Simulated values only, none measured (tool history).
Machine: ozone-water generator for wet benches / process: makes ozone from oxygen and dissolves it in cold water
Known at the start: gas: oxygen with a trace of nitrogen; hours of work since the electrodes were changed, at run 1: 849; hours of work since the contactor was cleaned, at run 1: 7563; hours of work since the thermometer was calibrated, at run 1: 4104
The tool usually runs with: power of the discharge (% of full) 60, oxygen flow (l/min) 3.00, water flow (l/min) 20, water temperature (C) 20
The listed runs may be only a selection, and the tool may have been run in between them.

run    hour  power of the discharge (% of full)  oxygen flow (l/min)  water flow (l/min)  water temperature (C)  hours of work since the electrodes were changed  hours of work since the contactor was cleaned  hours of work since the thermometer was calibrated  dissolved ozone (ppm)  ozone in the gas ahead of the water (g/m3)
  1     0.0                                  60                 3.00                  20                     20                                              849                                           7563                                                4104                   16.1                                       221.3
  2    79.3                                  60                 3.00                  20                     20                                              911                                           7624                                                4165                   16.2                                       219.4
       90.6  -- water thermometer calibrated
  3   182.9                                  60                 3.00                  20                     20                                              991                                           7704                                                  72                   16.2                                       219.7
  4   279.7                                  60                 3.00                  20                     20                                             1066                                           7779                                                 147                   16.3                                       220.4
  5   355.2                                  60                 3.00                  20                     13                                             1124                                           7838                                                 205                   17.2                                       218.4
  6   441.9                                  60                 3.00                  20                     13                                             1192                                           7905                                                 272                   17.2                                       218.6
  7   537.1                                  60                 3.00                  18                     20                                             1266                                           7979                                                 346                   17.8                                       220.0
  8   640.7                                  60                 3.00                  18                     20                                             1346                                           8059                                                 427                   17.5                                       219.8
  9   705.0                                  60                 3.00                  18                     20                                             1396                                           8109                                                 477                   17.7                                       216.7
 10   788.7                                  60                 3.00                  20                     20                                             1461                                           8174                                                 542                   16.0                                       219.6
 11   881.2                                  60                 3.00                  20                     14                                             1532                                           8246                                                 613                   17.1                                       220.1
 12   992.4                                  60                 3.00                  20                     14                                             1619                                           8332                                                 700                   16.9                                       218.3
 13  1063.0                                  60                 3.00                  20                     14                                             1674                                           8387                                                 754                   16.7                                       219.6
 14  1152.4                                  60                 3.00                  20                     14                                             1743                                           8456                                                 824                   16.6                                       220.3
 15  1237.4                                  60                 3.00                  20                     14                                             1809                                           8522                                                 890                   16.9                                       217.5
 16  1286.8                                  60                 3.00                  20                     14                                             1847                                           8561                                                 928                   16.7                                       215.8
 17  1387.2                                  60                 1.98                  20                     14                                             1925                                           8638                                                1006                   14.9                                       262.4
     1398.8  -- contactor cleaned
 18  1473.6                                  60                 1.98                  20                     14                                             1989                                             58                                                1070                   14.7                                       261.3
 19  1534.8                                  60                 1.98                  16                     24                                             2036                                            105                                                1117                   16.7                                       259.8
 20  1618.8                                  74                 1.98                  16                     24                                             2102                                            171                                                1182                   19.8                                       309.4
 21  1674.8                                  74                 1.98                  16                     24                                             2145                                            214                                                1226                   19.8                                       313.3
     1774.7  -- contactor cleaned, once more
 22  1774.7                                  42                 1.98                  16                     24                                             2219                                              0                                                1300                   13.1                                       197.0
 23  1845.0                                  96                 2.00                  16                     24                                             2274                                             55                                                1355                   25.6                                       382.0
 24  1897.9                                  47                 1.98                  32                     19                                             2315                                             96                                                1396                    7.5                                       214.1
 25  1947.9                                  89                 5.38                  17                     17                                             2354                                            134                                                1435                   28.6                                       228.6
 26  2005.8                                  56                 1.69                  18                     20                                             2399                                            179                                                1480                   14.8                                       265.6
 27  2105.3                                  63                 1.69                  14                     20                                             2476                                            257                                                1557                   20.2                                       290.3
 28  2185.3                                  63                 1.69                  14                     20                                             2538                                            319                                                1619                   20.4                                       291.4
 29  2264.7                                  60                 2.72                  13                     20                                             2600                                            380                                                1680                   22.8                                       224.6
 30  2384.9                                  60                 2.72                  13                     20                                             2693                                            473                                                1774                   22.9                                       225.0
 31  2501.7                                  42                 3.00                  22                     20                                             2783                                            564                                                1864                   11.2                                       163.6
 32  2581.3                                  74                 2.29                  16                     20                                             2845                                            626                                                1926                   21.9                                       285.6
 33  2661.1                                  60                 2.03                  20                     16                                             2907                                            688                                                1988                   15.1                                       256.9

How would selected steps in dissolved ozone (ppm) from run to run divide? Give the signed amount a tool lacking its hidden state would still show from settings, what came in and random variation, and the signed amount left for the hidden state, including any gauge scatter that is not in both of the compared results.
Hidden state present: yield of the discharge, % of new electrodes'; contactor's efficiency, % of a clean one's; true water temperature over the reading, C; drift of the gauge itself on ozone_ppm, %; drift of the gauge itself on gas_g_m3, %.
Run 21 -> 22: power of the discharge (% of full) 74 -> 42, contactor cleaned, once more. dissolved ozone (ppm) -6.7: hidden state +1.5, all else -8.2.
Run 23 -> 24: power of the discharge (% of full) 96 -> 47, oxygen flow (l/min) 2.00 -> 1.98, water flow (l/min) 16 -> 32, water temperature (C) 24 -> 19. dissolved ozone (ppm) -18.1: hidden state +1.1, all else -19.2.
Run 24 -> 25: power of the discharge (% of full) 47 -> 89, oxygen flow (l/min) 1.98 -> 5.38, water flow (l/min) 32 -> 17, water temperature (C) 19 -> 17. dissolved ozone (ppm) +21.1: hidden state -1.3, all else +22.4.
Run 25 -> 26: power of the discharge (% of full) 89 -> 56, oxygen flow (l/min) 5.38 -> 1.69, water flow (l/min) 17 -> 18, water temperature (C) 17 -> 20. dissolved ozone (ppm) -13.8: hidden state +1.0, all else -14.8.
